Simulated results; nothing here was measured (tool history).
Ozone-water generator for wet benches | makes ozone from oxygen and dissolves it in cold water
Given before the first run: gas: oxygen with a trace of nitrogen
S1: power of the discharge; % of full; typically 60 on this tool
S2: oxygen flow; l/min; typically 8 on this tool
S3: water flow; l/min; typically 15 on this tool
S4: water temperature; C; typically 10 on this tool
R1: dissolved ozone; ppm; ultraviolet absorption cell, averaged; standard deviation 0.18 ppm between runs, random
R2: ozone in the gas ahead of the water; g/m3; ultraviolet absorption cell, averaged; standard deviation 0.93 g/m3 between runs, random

run   hour  S1     S2  S3  S4    R1     R2
  1      0  60      8  15  10    23  152.1
  2   37.6  60      8  15  10  23.3  152.3
  3   77.5  60      8  15  10  22.8  153.2
  4  111.4  60      8  21  10  18.4  152.8
  5  139.6  49      8  15  10  20.1  133.5
  6  156.2  52      8  15  10  20.6    140
  7    182  60      8  15  10  22.4    153
  8  215.3  60      8  15  10  22.9  151.7
  9  249.8  60  14.39  15  10  23.5  125.2
 10  274.8  60  14.39  15  10  23.2  125.9
 11  309.9  60  14.39  15  10  23.3  125.5
 12    343  60  14.39  15  10  23.3  125.3
 13  364.9  54      8  22  10  16.2  142.5
 14  390.5  54      8  22  10  16.2  142.7
 15  418.3  60      8  14   9  23.9  151.3
 16  445.2  75   7.42  14   9  27.4  182.7
 17  485.6  75   7.42  14   9  27.3  182.3
 18  522.7  75   4.57  15   9    24    211
 19  539.5  75   4.57  15   9  24.1  209.8
 20  556.3  91  10.38  15  10  30.5  182.3
 21    583  60   4.45  11   6  27.1  184.1
 22  620.5  60      8  15   5  24.8  151.8
 23  642.6  88  12.91  15  16    26  165.9

Forecast each of these 4 alternatives for the next run:
  A  671.3  41   11.7  14  16   ?   ?
  B  671.3  88   4.65  15  16   ?   ?
  C  671.3  62  12.91  12   6   ?   ?
  D  671.3  60   4.48  15  17   ?   ?

run    R1     R2
  A  16.4  104.3
  B  23.9  232.7
  C    29    132
  D  18.1  183.1
Had the tool no hidden state, the same runs would have come out as:
run    R1     R2
  A  18.1  106.7
  B  26.8  242.4
  C  32.2  136.4
  D  20.2    189
